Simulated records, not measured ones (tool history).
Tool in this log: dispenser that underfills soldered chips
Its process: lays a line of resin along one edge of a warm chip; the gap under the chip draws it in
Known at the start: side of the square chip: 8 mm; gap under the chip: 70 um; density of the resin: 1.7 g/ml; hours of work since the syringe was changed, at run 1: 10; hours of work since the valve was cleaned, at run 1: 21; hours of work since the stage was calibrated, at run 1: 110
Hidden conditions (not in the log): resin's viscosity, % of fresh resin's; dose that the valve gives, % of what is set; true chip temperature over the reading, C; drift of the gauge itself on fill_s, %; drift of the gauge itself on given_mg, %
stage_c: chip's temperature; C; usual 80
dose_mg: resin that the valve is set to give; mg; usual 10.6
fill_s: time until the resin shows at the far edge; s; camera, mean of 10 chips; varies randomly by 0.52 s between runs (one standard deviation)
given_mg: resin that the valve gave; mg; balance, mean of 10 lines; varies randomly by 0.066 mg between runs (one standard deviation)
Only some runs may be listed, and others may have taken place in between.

run,hour,stage_c,dose_mg,hours of work since the syringe was changed,hours of work since the valve was cleaned,hours of work since the stage was calibrated,fill_s,given_mg
1,0.0,80,10.6,10,21,110,72.5,10.39
# hour 1.2: new syringe of resin
2,3.1,83,10.6,1,23,112,42.9,10.28
3,6.5,83,10.6,4,26,114,47.3,10.40
4,9.0,81,10.6,6,27,116,58.9,10.35
5,13.2,80,10.6,9,31,119,69.5,10.30
# hour 15.6: new syringe of resin
6,18.5,80,10.6,2,34,123,50.1,10.24
7,21.1,80,10.6,4,36,125,56.0,10.13
8,26.0,80,10.6,8,40,129,66.3,10.28
9,28.8,80,10.6,10,42,131,74.3,10.13
# hour 30.3: new syringe of resin
10,32.2,80,10.6,1,45,133,48.0,10.20
11,36.6,80,10.6,5,48,137,57.3,10.03
12,40.4,80,10.6,8,51,140,65.0,10.18
# hour 45.0: new syringe of resin
13,45.8,80,10.6,1,55,143,46.6,9.96
14,50.8,80,10.6,4,59,147,56.4,10.13
15,53.8,80,12.1,7,61,150,62.3,11.32
16,57.9,86,10.6,10,64,153,57.3,10.03
# hour 59.7: new syringe of resin
17,61.6,80,10.6,2,67,155,51.0,9.98
18,64.6,80,12.1,4,69,157,53.5,11.19
19,68.1,92,10.7,6,72,160,38.8,9.95
20,72.0,92,10.7,9,74,163,44.5,10.08
# hour 74.1: new syringe of resin
21,76.5,86,9.7,2,78,166,40.9,8.93
22,79.3,86,12.4,4,80,168,42.1,11.40
23,83.1,67,12.3,7,83,171,112.2,11.44
24,87.2,78,11.7,10,86,174,80.6,10.76
# hour 88.8: new syringe of resin
25,91.7,83,10.2,2,89,178,46.5,9.22
26,94.6,67,11.3,4,91,180,100.9,10.26
27,96.7,91,9.1,6,93,181,42.3,8.34
28,99.1,85,10.5,8,95,183,54.9,9.59
# hour 103.5: new syringe of resin
# hour 104.9: dispensing valve cleaned and set on the balance
29,105.1,85,10.6,0,0,187,38.0,10.57
30,108.8,77,10.6,3,3,190,60.4,10.61
31,112.3,77,13.8,6,6,192,67.9,13.72
32,115.0,77,13.8,8,8,194,75.1,13.76
33,118.6,74,11.9,11,10,197,98.5,11.89
# hour 119.3: new syringe of resin
34,121.9,74,11.9,2,13,199,64.8,11.92
35,125.0,83,11.4,4,15,202,48.7,11.36
36,128.0,92,10.8,7,17,204,37.5,10.59

Here are 3 independent what-if runs from the current tool condition. What would each one return?
A,132.8,65,10.8,10,21,208,?,?
B,132.8,92,13.5,10,21,208,?,?
C,132.8,75,10.9,10,21,208,?,?

run,fill_s,given_mg
A,150.1,10.67
B,44.5,13.17
C,92.4,10.80
Without the tool's unlogged condition, the same runs would have read:
run,fill_s,given_mg
A,83.7,10.82
B,25.3,13.36
C,52.0,10.96
